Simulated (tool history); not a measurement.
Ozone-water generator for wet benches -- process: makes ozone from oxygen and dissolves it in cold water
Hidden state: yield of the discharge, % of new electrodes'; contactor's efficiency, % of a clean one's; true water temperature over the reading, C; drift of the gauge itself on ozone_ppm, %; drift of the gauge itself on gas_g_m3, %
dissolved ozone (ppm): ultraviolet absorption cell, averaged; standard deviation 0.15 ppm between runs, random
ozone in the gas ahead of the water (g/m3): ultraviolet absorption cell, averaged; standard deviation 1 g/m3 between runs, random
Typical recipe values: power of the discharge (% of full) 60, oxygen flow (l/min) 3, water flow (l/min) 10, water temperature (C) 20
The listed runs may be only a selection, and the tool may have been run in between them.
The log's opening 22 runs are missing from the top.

run     day  power of the discharge (% of full)  oxygen flow (l/min)  water flow (l/min)  water temperature (C)  hours of work since the electrodes were changed  hours of work since the contactor was cleaned  hours of work since the thermometer was calibrated  dissolved ozone (ppm)  ozone in the gas ahead of the water (g/m3)
 23  51.088                                  60                 5.38                  10                     15                                             2183                                           1155                                                1663                   21.5                                       144.2
 24  52.896                                  60                 5.38                  10                     15                                             2212                                           1183                                                1691                   21.4                                       144.3
 25  55.812                                  60                 3.14                  13                     17                                             2258                                           1229                                                1737                   15.1                                       172.4
 26  58.221                                  45                 3.84                   6                     19                                             2295                                           1267                                                1775                   23.1                                       131.8
 27   59.95                                  74                 1.92                  10                     20                                             2322                                           1294                                                1802                   19.7                                       241.3
 28  61.625                                  74                 1.92                  10                     20                                             2349                                           1320                                                1828                   19.7                                       241.2
 29  64.775                                  58                 1.81                  12                     16                                             2398                                           1370                                                1878                     14                                       207.3
 30  67.825                                  97                    3                   8                     19                                             2446                                           1418                                                1926                     32                                       248.2
     68.054  -- gauge calibrated
 31  70.504                                  97                    3                   8                     19                                             2488                                           1460                                                1968                   32.1                                         242
 32  73.458                                  97                    3                   8                     19                                             2535                                           1506                                                2014                   32.1                                       244.8

What if the next run were any one of these 4? Each begins from the tool's condition after run 32:
  A  75.329                                  66                  2.3                  10                     19                                             2564                                           1536                                                2043                      ?                                           ?
  B  75.329                                  97                 2.35                   6                     13                                             2564                                           1536                                                2043                      ?                                           ?
  C  75.329                                  60                 2.58                   8                     20                                             2564                                           1536                                                2043                      ?                                           ?
  D  75.329                                  54                    3                   8                     19                                             2564                                           1536                                                2043                      ?                                           ?

run  dissolved ozone (ppm)  ozone in the gas ahead of the water (g/m3)
  A                     19                                       204.2
  B                   43.5                                       265.4
  C                   21.9                                       183.3
  D                   21.1                                       160.6
Stripped of hidden state, with their random variation kept, the same runs would have yielded:
run  dissolved ozone (ppm)  ozone in the gas ahead of the water (g/m3)
  A                     19                                       203.8
  B                   43.6                                         265
  C                   21.9                                       182.9
  D                   21.2                                       160.2

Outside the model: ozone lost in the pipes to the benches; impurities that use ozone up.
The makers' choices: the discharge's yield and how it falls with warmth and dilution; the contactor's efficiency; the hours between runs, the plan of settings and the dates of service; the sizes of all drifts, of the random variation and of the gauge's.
